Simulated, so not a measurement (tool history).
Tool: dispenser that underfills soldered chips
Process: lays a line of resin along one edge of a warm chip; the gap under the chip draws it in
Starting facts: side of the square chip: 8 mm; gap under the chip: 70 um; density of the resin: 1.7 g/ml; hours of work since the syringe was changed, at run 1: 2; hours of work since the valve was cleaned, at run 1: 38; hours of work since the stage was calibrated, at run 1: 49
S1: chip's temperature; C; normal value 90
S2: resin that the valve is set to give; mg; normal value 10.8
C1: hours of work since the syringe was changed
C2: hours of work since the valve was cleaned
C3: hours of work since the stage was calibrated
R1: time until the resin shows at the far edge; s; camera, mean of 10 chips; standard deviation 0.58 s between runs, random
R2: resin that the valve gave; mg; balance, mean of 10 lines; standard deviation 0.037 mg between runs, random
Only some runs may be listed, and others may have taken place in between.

run   hour   S1    S2  C1  C2   C3    R1     R2
  1    0.0   90  10.8   2  38   49  55.2  10.61
  2    6.3   90  10.8   7  42   53  74.1  10.62
       8.4  -- new syringe of resin
  3   12.0   90  10.8   3  46   57  60.8  10.54
  4   17.6   90  10.8   7  50   61  77.4  10.51
      19.9  -- new syringe of resin
  5   22.6   90  10.8   2  54   65  55.8  10.55
  6   29.5   90  10.8   7  59   70  77.8  10.41
      31.2  -- new syringe of resin
  7   35.9   90  10.8   3  63   74  60.7  10.45
  8   41.4   90  10.3   8  67   78  80.6   9.94
      42.4  -- new syringe of resin
  9   50.5   90  10.3   6  74   85  72.2   9.91
      53.7  -- new syringe of resin
 10   58.8   90  10.3   4  80   91  64.7   9.89
 11   62.7   90  10.3   7  83   93  77.2   9.84
      65.2  -- new syringe of resin
 12   68.3   90  10.3   2  86   97  58.6   9.83
 13   74.8   96  10.8   7  91  102  62.4  10.36
      76.7  -- new syringe of resin
      77.7  -- dispensing valve cleaned and set on the balance
 14   83.9   96  10.8   4   4  108  53.0  10.87
      89.1  -- new syringe of resin
 15   89.1  101   9.2   0   8  111  35.7   9.20
 16   97.5  101   9.2   6  14  118  51.7   9.13
     100.7  -- new syringe of resin
 17  104.8  105  12.1   3  19  123  36.1  11.92
     112.3  -- new syringe of resin
 18  112.5  105  12.1   0  25  128  29.5  11.98
 19  121.4  105  12.1   7  31  135  43.1  11.91
     123.9  -- new syringe of resin
 20  129.2   90  12.6   4  37  140  61.1  12.43
     135.2  -- new syringe of resin
 21  135.6   87  10.8   0  41  144  55.8  10.66
 22  140.0   87  10.8   4  44  148  68.1  10.60
     146.7  -- new syringe of resin
 23  148.9   87  10.8   2  51  154  62.5  10.56
     158.2  -- new syringe of resin
 24  158.2   84  10.8   0  57  161  61.0  10.51

For some of the steps in R1 from one run to the next: how much would appear even if the tool had no hidden state, given the settings, what came in and random variation, and how much remains for the hidden state plus any gauge scatter that the measured result and the result without hidden state don't share?
The tool's hidden condition here consists of: resin's viscosity, % of fresh resin's; dose that the valve gives, % of what is set; true chip temperature over the reading, C; drift of the gauge itself on fill_s, %; drift of the gauge itself on given_mg, %.
Run 4 -> 5: new syringe of resin. R1 -21.6 s: hidden state -20.8, all else -0.8.
Run 5 -> 6: settings left as they were, no log entry in between. R1 +22.0 s: hidden state +20.9, all else +1.1.
